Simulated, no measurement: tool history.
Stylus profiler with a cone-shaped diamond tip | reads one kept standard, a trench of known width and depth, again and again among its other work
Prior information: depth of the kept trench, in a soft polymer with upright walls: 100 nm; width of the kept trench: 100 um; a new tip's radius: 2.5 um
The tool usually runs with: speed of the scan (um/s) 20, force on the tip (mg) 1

| run | day | speed of the scan (um/s) | force on the tip (mg) | depth of the trench (angstrom) | width of the trench's floor (nm) |
|---|---|---|---|---|---|
| 1 | 0 | 20 | 1 | 1001 | 98290 |
| 2 | 1.133 | 20 | 1 | 1002.7 | 98260 |
| 3 | 1.817 | 20 | 1 | 1002.4 | 98340 |
| 4 | 2.642 | 20 | 1 | 1000.3 | 98330 |
| 5 | 3.779 | 20 | 1 | 1001.8 | 98310 |
| 6 | 4.8 | 20 | 1 | 1001.8 | 98290 |
| 7 | 5.412 | 20 | 1 | 1001.9 | 98340 |
| 8 | 6.538 | 20 | 1 | 1001.9 | 98310 |
| 9 | 7.017 | 14 | 1 | 1000.8 | 98410 |
| 10 | 7.875 | 14 | 1 | 1001.6 | 98340 |
| 11 | 9.004 | 14 | 1 | 999.7 | 98370 |
| 12 | 9.875 | 7 | 1 | 1001.8 | 98360 |
| 13 | 10.592 | 7 | 1 | 1001.3 | 98410 |
| 14 | 11.392 | 7 | 1 | 1002.2 | 98440 |
| 15 | 12.392 | 7 | 0.34 | 999.2 | 98400 |
| 16 | 12.962 | 20 | 1 | 1001.7 | 98300 |
| 17 | 13.442 | 20 | 1 | 1000.9 | 98330 |
| 18 | 14.488 | 20 | 1 | 1001.1 | 98260 |
| 19 | 15.4 | 20 | 1 | 1001.7 | 98330 |
| 20 | 15.925 | 21 | 1 | 1000.9 | 98330 |
| 21 | 16.962 | 20 | 0.74 | 1000.2 | 98240 |
| 22 | 17.821 | 22 | 0.94 | 1001 | 98280 |
| 23 | 18.842 | 63 | 0.45 | 999.7 | 97600 |
| 24 | 19.383 | 35 | 0.45 | 999.4 | 97980 |
| 25 | 19.946 | 20 | 0.61 | 1000 | 98280 |
| 26 | 21.058 | 8 | 1.17 | 1001.3 | 98410 |
| 27 | 21.654 | 8 | 1.17 | 999.6 | 98360 |
| 28 | 22.646 | 10 | 1.04 | 1001.8 | 98390 |
| 29 | 23.738 | 23 | 1 | 1000.1 | 98220 |
| 30 | 24.254 | 12 | 0.79 | 1000.7 | 98340 |
| 31 | 25.062 | 18 | 0.98 | 999.6 | 98250 |
| 32 | 25.679 | 63 | 1.57 | 1001.7 | 97970 |
| 33 | 26.467 | 5 | 0.53 | 999.4 | 98340 |
| 34 | 27.025 | 15 | 0.84 | 999.4 | 98310 |
| 35 | 27.821 | 75 | 0.37 | 999.1 | 97390 |
| 36 | 28.829 | 44 | 0.57 | 999.2 | 97930 |
| 37 | 29.946 | 44 | 2.01 | 1003.2 | 98160 |
| 38 | 30.829 | 26 | 1.51 | 1001.4 | 98270 |
| 39 | 31.592 | 60 | 2.22 | 1003.1 | 98070 |
| 40 | 32.717 | 60 | 2.22 | 1003.5 | 98050 |
| 41 | 33.508 | 60 | 2.22 | 1002.6 | 98070 |

Forecast each of these 3 alternatives for the next run:
| A | 34.3 | 14 | 1.81 | ? | ? |
| B | 34.3 | 20 | 0.87 | ? | ? |
| C | 34.3 | 14 | 1.35 | ? | ? |

| run | depth of the trench (angstrom) | width of the trench's floor (nm) |
|---|---|---|
| A | 1002.1 | 98280 |
| B | 999.7 | 98200 |
| C | 1000.7 | 98310 |
Had the tool no hidden state, the same runs would have come out as:
| run | depth of the trench (angstrom) | width of the trench's floor (nm) |
|---|---|---|
| A | 1005.7 | 98470 |
| B | 1003.3 | 98390 |
| C | 1004.3 | 98500 |
